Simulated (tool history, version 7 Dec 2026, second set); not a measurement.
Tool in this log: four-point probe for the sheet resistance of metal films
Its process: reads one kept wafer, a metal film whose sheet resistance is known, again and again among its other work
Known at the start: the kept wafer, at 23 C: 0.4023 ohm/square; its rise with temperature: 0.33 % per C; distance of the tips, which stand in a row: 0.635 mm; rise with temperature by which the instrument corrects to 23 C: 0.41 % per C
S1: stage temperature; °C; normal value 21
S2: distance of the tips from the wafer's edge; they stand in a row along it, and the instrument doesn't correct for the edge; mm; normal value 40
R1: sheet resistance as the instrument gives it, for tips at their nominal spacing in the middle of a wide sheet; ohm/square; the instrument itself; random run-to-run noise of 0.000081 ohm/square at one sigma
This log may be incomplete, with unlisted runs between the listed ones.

run	hour	S1	S2	R1
1	0.0	21	40	0.400918
2	16.3	21	40	0.401086
3	28.0	21	40	0.401019
4	38.7	25	40	0.399899
5	46.9	21	47	0.401111
6	64.7	21	47	0.400937
7	78.7	26	40	0.399548
8	90.2	26	40	0.399548
9	98.1	26	40	0.399567
10	114.6	26	40	0.399504
11	127.1	34	60	0.397486
12	142.5	31	53	0.398372
13	158.4	33	4	0.403017
14	172.6	32	8	0.399224
15	191.0	32	8	0.399369
16	208.5	24	54	0.399660
17	223.7	24	54	0.399766
18	242.0	23	54	0.400024
19	258.5	18	54	0.401849

Not shown here: 2 entries made in the log between runs. Locate each between two listed runs and compare the hidden state at the listed run before it with the hidden state at the listed run after it:
Runs 10 to 11: stage's thermometer calibrated (hour 116.8)
  inner tips' distance over the nominal, %: -0.517 -> -0.516; wafer's true temperature over the reading, C: 0.27 -> 0.42
  measured less the result without the state, R1: -0.001900 -> -0.001696 ohm/square
Runs 15 to 16: stage's thermometer calibrated, once more (hour 206.1)
  inner tips' distance over the nominal, %: -0.509 -> -0.508; wafer's true temperature over the reading, C: 0.43 -> -0.03
  measured less the result without the state, R1: -0.001652 -> -0.002250 ohm/square
